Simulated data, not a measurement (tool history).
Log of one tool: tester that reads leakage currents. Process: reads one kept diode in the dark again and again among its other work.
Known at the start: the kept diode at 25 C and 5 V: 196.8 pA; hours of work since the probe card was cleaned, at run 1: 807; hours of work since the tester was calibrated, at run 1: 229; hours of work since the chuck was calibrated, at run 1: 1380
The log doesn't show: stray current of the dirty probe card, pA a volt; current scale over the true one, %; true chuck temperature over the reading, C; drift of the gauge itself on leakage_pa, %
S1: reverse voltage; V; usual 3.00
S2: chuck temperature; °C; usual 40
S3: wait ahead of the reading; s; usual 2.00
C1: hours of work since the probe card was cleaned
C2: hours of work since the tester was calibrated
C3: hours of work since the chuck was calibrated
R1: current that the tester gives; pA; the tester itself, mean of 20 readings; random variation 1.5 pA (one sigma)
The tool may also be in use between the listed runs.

run   hour    S1  S2    S3    C1   C2    C3       R1
  1    0.0  3.00  40  2.00   807  229  1380   538.67
  2   21.5  3.00  24  2.00   821  243  1394   176.43
  3   46.1  3.00  36  2.00   837  259  1410   412.96
  4   71.3  4.16  40  2.00   853  276  1427   602.18
  5   92.2  4.16  40  2.00   867  290  1441   601.98
  6  111.0  3.00  40  0.33   879  302  1453   543.81
  7  129.8  3.00  40  0.33   892  314  1465   545.34
  8  158.2  3.00  40  0.33   910  333  1484   546.49
  9  188.5  3.00  40  0.33   930  353  1504   549.48
 10  208.4  3.00  51  0.33   943  366  1517  1111.83
 11  233.9  2.25  23  0.46   960  383  1534   151.09
 12  252.4  3.00  21  3.98   972  395  1546   142.19
 13  277.5  6.61  21  3.98   989  411  1562   186.13
 14  309.5  6.61  21  3.98  1010  432  1584   187.49
 15  338.8  6.61  21  3.98  1029  452  1603   187.02
 16  364.3  6.61  21  3.98  1046  468  1620   187.59
 17  389.4  6.61  21  5.82  1062  485  1636   187.80
 18  415.7  1.02  45  2.00  1080  502  1653   548.01
 19  437.4  1.48  46  0.70  1094  516  1668   658.04
 20  469.4  3.00  37  1.07  1115  538  1689   454.26

Hidden state or all else? Some run-to-run changes of R1, split into what the settings, what came in and random variation would give without the hidden state, and what is left for the hidden state (with any gauge scatter that isn't in both results):
Run 9 -> 10: S2 40 -> 51. R1 +562.35 pA: hidden state +49.72, all else +512.63.
Run 10 -> 11: S1 3.00 -> 2.25, S2 51 -> 23, S3 0.33 -> 0.46. R1 -960.74 pA: hidden state -87.70, all else -873.04.
